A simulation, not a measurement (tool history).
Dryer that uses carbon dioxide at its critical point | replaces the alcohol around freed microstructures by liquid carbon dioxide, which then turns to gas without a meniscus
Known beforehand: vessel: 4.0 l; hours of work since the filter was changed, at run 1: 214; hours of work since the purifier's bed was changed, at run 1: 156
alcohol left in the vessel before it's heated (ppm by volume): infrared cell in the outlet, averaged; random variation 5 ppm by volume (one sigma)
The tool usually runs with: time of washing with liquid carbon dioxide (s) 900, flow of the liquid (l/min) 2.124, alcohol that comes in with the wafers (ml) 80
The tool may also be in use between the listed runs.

| run | hour | time of washing with liquid carbon dioxide (s) | flow of the liquid (l/min) | alcohol that comes in with the wafers (ml) | hours of work since the filter was changed | hours of work since the purifier's bed was changed | alcohol left in the vessel before it's heated (ppm by volume) |
|---|---|---|---|---|---|---|---|
| 1 | 0 | 900 | 2.124 | 80 | 214 | 156 | 49 |
| 2 | 9.3 | 900 | 2.124 | 80 | 220 | 162 | 41 |
| 3 | 13.1 | 900 | 2.124 | 80 | 223 | 164 | 54 |
| 4 | 18.1 | 900 | 2.124 | 23 | 226 | 168 | 27 |
| 5 | 22.4 | 900 | 2.124 | 23 | 229 | 171 | 28 |
| 6 | 26.3 | 900 | 2.124 | 23 | 232 | 173 | 24 |
| 7 | 31.7 | 900 | 2.124 | 23 | 235 | 177 | 17 |
| 8 | 35.5 | 900 | 2.09 | 80 | 238 | 179 | 54 |
| 9 | 40.6 | 900 | 2.09 | 80 | 241 | 183 | 53 |
| 10 | 48.7 | 900 | 2.124 | 80 | 247 | 188 | 55 |
| 11 | 54.2 | 900 | 2.124 | 80 | 250 | 192 | 52 |
| 12 | 60.5 | 900 | 2.124 | 80 | 254 | 196 | 50 |
| 13 | 64.3 | 900 | 2.124 | 80 | 257 | 199 | 51 |
| 14 | 69.5 | 900 | 2.124 | 80 | 261 | 202 | 43 |
| 15 | 77.7 | 720 | 2.124 | 80 | 266 | 208 | 137 |
| 16 | 86.3 | 720 | 2.124 | 80 | 272 | 213 | 145 |
| 17 | 94.5 | 900 | 2.124 | 80 | 277 | 219 | 56 |
| 18 | 101.9 | 900 | 3.19 | 20 | 282 | 224 | 9 |
| 19 | 111.1 | 960 | 1.85 | 42 | 288 | 230 | 45 |
| 20 | 119.3 | 900 | 2.124 | 25 | 294 | 236 | 38 |
| 21 | 123.7 | 1320 | 1.49 | 108 | 297 | 239 | 58 |
| 22 | 128.7 | 1320 | 3.41 | 54 | 300 | 242 | 16 |
| 23 | 134.9 | 1320 | 1.83 | 54 | 304 | 246 | 19 |
| 24 | 143.9 | 1320 | 1.83 | 98 | 310 | 252 | 20 |
| 25 | 147.9 | 960 | 1.34 | 27 | 313 | 255 | 128 |
| 26 | 152.8 | 1200 | 2.124 | 35 | 316 | 258 | 27 |
| 27 | 156.9 | 900 | 2.35 | 48 | 319 | 261 | 28 |
| 28 | 165.7 | 900 | 2.35 | 48 | 325 | 267 | 28 |
| 29 | 171 | 900 | 2.35 | 48 | 329 | 270 | 36 |
| 30 | 180.3 | 1020 | 2.35 | 43 | 335 | 276 | 17 |
| 31 | 188.2 | 1020 | 2.63 | 34 | 340 | 282 | 17 |
| 32 | 195.5 | 1020 | 2.33 | 34 | 345 | 287 | 26 |
| 33 | 203.6 | 720 | 1.39 | 114 | 350 | 292 | 1234 |
| 34 | 210.2 | 720 | 1.39 | 114 | 355 | 296 | 1211 |

Each row is a separate what-if for the run after 34, all from the same tool condition, not one after another. Results?
| A | 219.3 | 1260 | 2.124 | 25 | 361 | 303 | ? |
| B | 219.3 | 1260 | 2.124 | 91 | 361 | 303 | ? |
| C | 219.3 | 900 | 2.64 | 25 | 361 | 303 | ? |

| run | alcohol left in the vessel before it's heated (ppm by volume) |
|---|---|
| A | 19 |
| B | 19 |
| C | 17 |
With no hidden state in the tool, these same runs would have given:
| run | alcohol left in the vessel before it's heated (ppm by volume) |
|---|---|
| A | 6 |
| B | 3 |
| C | 3 |

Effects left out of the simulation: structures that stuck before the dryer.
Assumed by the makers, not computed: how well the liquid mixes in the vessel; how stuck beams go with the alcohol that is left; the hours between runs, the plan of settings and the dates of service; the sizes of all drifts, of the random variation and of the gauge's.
